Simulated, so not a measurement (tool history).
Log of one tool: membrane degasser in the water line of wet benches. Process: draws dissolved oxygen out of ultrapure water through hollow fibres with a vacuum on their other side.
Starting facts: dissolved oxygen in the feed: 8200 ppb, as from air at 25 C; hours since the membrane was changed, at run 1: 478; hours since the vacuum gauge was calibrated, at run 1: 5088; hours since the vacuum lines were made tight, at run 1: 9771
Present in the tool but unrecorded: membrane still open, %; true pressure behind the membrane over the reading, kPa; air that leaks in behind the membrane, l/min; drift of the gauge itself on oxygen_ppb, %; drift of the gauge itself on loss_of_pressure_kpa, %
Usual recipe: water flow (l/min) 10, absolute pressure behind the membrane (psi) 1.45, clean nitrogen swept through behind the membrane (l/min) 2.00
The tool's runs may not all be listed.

run	day	water flow (l/min)	absolute pressure behind the membrane (psi)	clean nitrogen swept through behind the membrane (l/min)	hours since the membrane was changed	hours since the vacuum gauge was calibrated	hours since the vacuum lines were made tight	dissolved oxygen in the water behind the degasser (ppb)	pressure that the water loses in the fibres (psi)
1	0.000	10	1.45	2.00	478	5088	9771	182.3	8.256
2	5.621	10	1.45	2.00	613	5223	9906	185.1	8.218
3	8.321	10	1.45	2.00	678	5288	9971	182.2	8.237
4	12.854	10	1.45	2.00	786	5396	10080	182.1	8.222
5	16.592	10	1.45	2.00	876	5486	10169	183.7	8.200
# day 16.942: vacuum gauge calibrated
6	22.142	6	1.45	1.15	1009	125	10302	125.4	4.898
7	26.358	6	1.45	1.15	1110	226	10403	127.2	4.898
8	28.729	11	2.16	1.27	1167	283	10460	358.1	9.088
9	31.879	11	2.16	1.27	1242	358	10536	358.1	8.978
10	36.204	11	2.16	1.27	1346	462	10640	359.6	8.985

Across each entry between runs, compare the hidden state at the last listed run before it with the hidden state at the first listed run after it:
Run 5 -> run 6: vacuum gauge calibrated (day 16.942)
  true pressure behind the membrane over the reading, kPa: 0.21 -> 0.27; air that leaks in behind the membrane, l/min: 0.0116 -> 0.0118
  measured value less the no-hidden-state value, dissolved oxygen in the water behind the degasser (ppb): +6.3 -> +8.1; pressure that the water loses in the fibres (psi): +0.029 -> +0.020

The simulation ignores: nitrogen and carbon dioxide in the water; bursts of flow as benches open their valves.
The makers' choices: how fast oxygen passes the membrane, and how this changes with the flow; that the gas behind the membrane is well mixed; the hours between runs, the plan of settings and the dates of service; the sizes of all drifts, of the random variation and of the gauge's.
